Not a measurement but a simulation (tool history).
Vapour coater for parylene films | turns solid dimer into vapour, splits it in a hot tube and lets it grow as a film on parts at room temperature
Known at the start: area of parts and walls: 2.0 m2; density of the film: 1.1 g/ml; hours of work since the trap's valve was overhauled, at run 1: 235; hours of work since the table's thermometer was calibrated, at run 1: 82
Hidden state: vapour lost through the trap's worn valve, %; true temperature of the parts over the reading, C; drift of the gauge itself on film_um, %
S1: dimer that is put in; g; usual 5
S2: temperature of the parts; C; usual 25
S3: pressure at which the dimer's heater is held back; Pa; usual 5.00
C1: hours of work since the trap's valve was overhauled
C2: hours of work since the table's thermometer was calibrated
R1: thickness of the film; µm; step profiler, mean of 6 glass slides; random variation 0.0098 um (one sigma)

| run | hour | S1 | S2 | S3 | C1 | C2 | R1 |
|---|---|---|---|---|---|---|---|
| 1 | 0.0 | 5 | 25 | 5.00 | 235 | 82 | 1.735 |
| 2 | 42.6 | 5 | 25 | 5.00 | 253 | 100 | 1.718 |
| 3 | 86.1 | 5 | 25 | 5.00 | 271 | 118 | 1.715 |
| 4 | 127.1 | 5 | 25 | 5.00 | 288 | 135 | 1.713 |
| 5 | 152.8 | 3 | 25 | 5.00 | 299 | 146 | 1.012 |
| 6 | 180.3 | 5 | 29 | 5.00 | 310 | 157 | 1.593 |
| 7 | 200.8 | 5 | 29 | 5.00 | 318 | 165 | 1.595 |
| 8 | 230.6 | 5 | 25 | 5.00 | 331 | 178 | 1.700 |
|  | 238.5 | trap's valve overhauled |
| 9 | 265.8 | 5 | 25 | 5.00 | 11 | 191 | 1.672 |
| 10 | 285.2 | 5 | 25 | 5.00 | 19 | 199 | 1.687 |
| 11 | 313.9 | 5 | 25 | 5.00 | 31 | 211 | 1.682 |
| 12 | 353.2 | 6 | 25 | 5.00 | 47 | 227 | 1.984 |
| 13 | 374.4 | 5 | 20 | 8.72 | 56 | 236 | 1.583 |
|  | 385.6 | trap's valve overhauled, once more |
| 14 | 404.6 | 4 | 20 | 5.00 | 8 | 246 | 1.559 |
| 15 | 434.3 | 5 | 27 | 5.66 | 20 | 259 | 1.649 |
| 16 | 475.0 | 3 | 27 | 5.66 | 37 | 276 | 0.993 |
| 17 | 521.5 | 3 | 27 | 5.66 | 56 | 295 | 0.993 |
| 18 | 563.4 | 3 | 34 | 5.00 | 74 | 312 | 0.900 |
| 19 | 587.3 | 3 | 34 | 5.00 | 83 | 322 | 0.892 |
| 20 | 631.0 | 2 | 24 | 5.00 | 102 | 340 | 0.716 |
| 21 | 655.9 | 3 | 30 | 5.44 | 112 | 351 | 0.952 |
| 22 | 702.4 | 5 | 21 | 3.85 | 131 | 370 | 1.972 |

3 ways to go on from here, each from the tool as it stands after run 22. What would each give?
| A | 731.9 | 2 | 19 | 3.61 | 143 | 382 | ? |
| B | 731.9 | 6 | 21 | 5.02 | 143 | 382 | ? |
| C | 731.9 | 9 | 18 | 11.73 | 143 | 382 | ? |

| run | R1 |
|---|---|
| A | 0.839 |
| B | 2.220 |
| C | 2.902 |
Without the tool's hidden state the same runs would have given:
| run | R1 |
|---|---|
| A | 0.867 |
| B | 2.297 |
| C | 3.002 |
